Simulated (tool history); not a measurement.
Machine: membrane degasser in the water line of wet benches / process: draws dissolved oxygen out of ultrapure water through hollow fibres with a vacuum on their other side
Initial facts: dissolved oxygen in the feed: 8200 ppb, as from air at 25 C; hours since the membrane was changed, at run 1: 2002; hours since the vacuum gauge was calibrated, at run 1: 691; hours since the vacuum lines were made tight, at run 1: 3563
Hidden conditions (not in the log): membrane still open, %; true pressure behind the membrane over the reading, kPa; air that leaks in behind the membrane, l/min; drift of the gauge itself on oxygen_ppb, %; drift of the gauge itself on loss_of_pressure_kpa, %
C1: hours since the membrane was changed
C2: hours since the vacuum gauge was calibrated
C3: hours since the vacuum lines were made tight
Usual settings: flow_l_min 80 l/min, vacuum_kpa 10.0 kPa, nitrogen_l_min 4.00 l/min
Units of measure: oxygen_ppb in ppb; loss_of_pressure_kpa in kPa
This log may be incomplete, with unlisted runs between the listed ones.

run 1 hour=0.0 | flow_l_min=80 vacuum_kpa=10.0 nitrogen_l_min=4.00 | C1=2002 C2=691 C3=3563 | oxygen_ppb=302.5 loss_of_pressure_kpa=53.56
run 2 hour=54.1 | flow_l_min=80 vacuum_kpa=6.6 nitrogen_l_min=4.00 | C1=2056 C2=745 C3=3617 | oxygen_ppb=159.0 loss_of_pressure_kpa=53.36
run 3 hour=104.6 | flow_l_min=80 vacuum_kpa=6.6 nitrogen_l_min=4.00 | C1=2107 C2=796 C3=3668 | oxygen_ppb=158.6 loss_of_pressure_kpa=52.97
run 4 hour=146.4 | flow_l_min=80 vacuum_kpa=6.6 nitrogen_l_min=4.00 | C1=2148 C2=838 C3=3709 | oxygen_ppb=159.8 loss_of_pressure_kpa=52.94
run 5 hour=188.6 | flow_l_min=80 vacuum_kpa=10.0 nitrogen_l_min=4.00 | C1=2191 C2=880 C3=3752 | oxygen_ppb=303.4 loss_of_pressure_kpa=53.41
run 6 hour=236.5 | flow_l_min=80 vacuum_kpa=10.0 nitrogen_l_min=4.00 | C1=2238 C2=928 C3=3800 | oxygen_ppb=304.2 loss_of_pressure_kpa=53.46
run 7 hour=284.8 | flow_l_min=80 vacuum_kpa=10.0 nitrogen_l_min=4.00 | C1=2287 C2=976 C3=3848 | oxygen_ppb=303.8 loss_of_pressure_kpa=53.98
run 8 hour=317.1 | flow_l_min=80 vacuum_kpa=9.6 nitrogen_l_min=4.00 | C1=2319 C2=1008 C3=3880 | oxygen_ppb=288.5 loss_of_pressure_kpa=53.83
run 9 hour=361.6 | flow_l_min=80 vacuum_kpa=10.0 nitrogen_l_min=4.00 | C1=2364 C2=1053 C3=3925 | oxygen_ppb=303.2 loss_of_pressure_kpa=53.50
run 10 hour=397.3 | flow_l_min=80 vacuum_kpa=10.0 nitrogen_l_min=4.00 | C1=2399 C2=1088 C3=3960 | oxygen_ppb=304.4 loss_of_pressure_kpa=53.46
run 11 hour=445.2 | flow_l_min=80 vacuum_kpa=10.0 nitrogen_l_min=4.00 | C1=2447 C2=1136 C3=4008 | oxygen_ppb=304.7 loss_of_pressure_kpa=53.49
run 12 hour=495.9 | flow_l_min=80 vacuum_kpa=10.0 nitrogen_l_min=4.00 | C1=2498 C2=1187 C3=4059 | oxygen_ppb=304.1 loss_of_pressure_kpa=53.88
run 13 hour=548.4 | flow_l_min=94 vacuum_kpa=15.2 nitrogen_l_min=6.36 | C1=2550 C2=1240 C3=4111 | oxygen_ppb=411.3 loss_of_pressure_kpa=62.74
run 14 hour=586.2 | flow_l_min=94 vacuum_kpa=15.2 nitrogen_l_min=6.36 | C1=2588 C2=1277 C3=4149 | oxygen_ppb=413.1 loss_of_pressure_kpa=62.79
run 15 hour=640.7 | flow_l_min=94 vacuum_kpa=15.2 nitrogen_l_min=6.36 | C1=2643 C2=1332 C3=4204 | oxygen_ppb=410.7 loss_of_pressure_kpa=62.49
run 16 hour=671.5 | flow_l_min=118 vacuum_kpa=22.3 nitrogen_l_min=8.97 | C1=2673 C2=1363 C3=4235 | oxygen_ppb=598.4 loss_of_pressure_kpa=78.73
run 17 hour=708.2 | flow_l_min=80 vacuum_kpa=12.6 nitrogen_l_min=3.81 | C1=2710 C2=1399 C3=4271 | oxygen_ppb=430.0 loss_of_pressure_kpa=53.30
run 18 hour=760.3 | flow_l_min=95 vacuum_kpa=6.0 nitrogen_l_min=2.39 | C1=2762 C2=1452 C3=4323 | oxygen_ppb=242.5 loss_of_pressure_kpa=63.81
run 19 hour=816.7 | flow_l_min=90 vacuum_kpa=24.9 nitrogen_l_min=6.94 | C1=2819 C2=1508 C3=4380 | oxygen_ppb=627.8 loss_of_pressure_kpa=59.80
run 20 hour=873.0 | flow_l_min=90 vacuum_kpa=24.9 nitrogen_l_min=6.94 | C1=2875 C2=1564 C3=4436 | oxygen_ppb=627.5 loss_of_pressure_kpa=59.82
run 21 hour=915.5 | flow_l_min=90 vacuum_kpa=24.9 nitrogen_l_min=6.94 | C1=2917 C2=1607 C3=4478 | oxygen_ppb=628.3 loss_of_pressure_kpa=60.05
run 22 hour=949.2 | flow_l_min=84 vacuum_kpa=7.7 nitrogen_l_min=6.52 | C1=2951 C2=1640 C3=4512 | oxygen_ppb=147.6 loss_of_pressure_kpa=56.29
run 23 hour=986.4 | flow_l_min=51 vacuum_kpa=6.3 nitrogen_l_min=6.73 | C1=2988 C2=1678 C3=4549 | oxygen_ppb=58.0 loss_of_pressure_kpa=34.56

Consider 4 possible next runs. They are alternatives, not a sequence: every one starts from the tool as it was left by run 23. What does each give?
run A hour=1015.9 | flow_l_min=89 vacuum_kpa=20.3 nitrogen_l_min=6.73 | C1=3018 C2=1707 C3=4579 | oxygen_ppb=? loss_of_pressure_kpa=?
run B hour=1015.9 | flow_l_min=59 vacuum_kpa=7.7 nitrogen_l_min=6.73 | C1=3018 C2=1707 C3=4579 | oxygen_ppb=? loss_of_pressure_kpa=?
run C hour=1015.9 | flow_l_min=51 vacuum_kpa=6.3 nitrogen_l_min=6.73 | C1=3018 C2=1707 C3=4579 | oxygen_ppb=? loss_of_pressure_kpa=?
run D hour=1015.9 | flow_l_min=75 vacuum_kpa=6.9 nitrogen_l_min=6.65 | C1=3018 C2=1707 C3=4579 | oxygen_ppb=? loss_of_pressure_kpa=?

run=A oxygen_ppb=514.9 loss_of_pressure_kpa=59.26
run=B oxygen_ppb=96.1 loss_of_pressure_kpa=39.45
run=C oxygen_ppb=58.2 loss_of_pressure_kpa=34.27
run=D oxygen_ppb=105.9 loss_of_pressure_kpa=50.46
Take away the tool's hidden state, keep each run's random variation, and the runs would have read:
run=A oxygen_ppb=510.3 loss_of_pressure_kpa=58.02
run=B oxygen_ppb=94.4 loss_of_pressure_kpa=38.62
run=C oxygen_ppb=56.9 loss_of_pressure_kpa=33.56
run=D oxygen_ppb=103.3 loss_of_pressure_kpa=49.41

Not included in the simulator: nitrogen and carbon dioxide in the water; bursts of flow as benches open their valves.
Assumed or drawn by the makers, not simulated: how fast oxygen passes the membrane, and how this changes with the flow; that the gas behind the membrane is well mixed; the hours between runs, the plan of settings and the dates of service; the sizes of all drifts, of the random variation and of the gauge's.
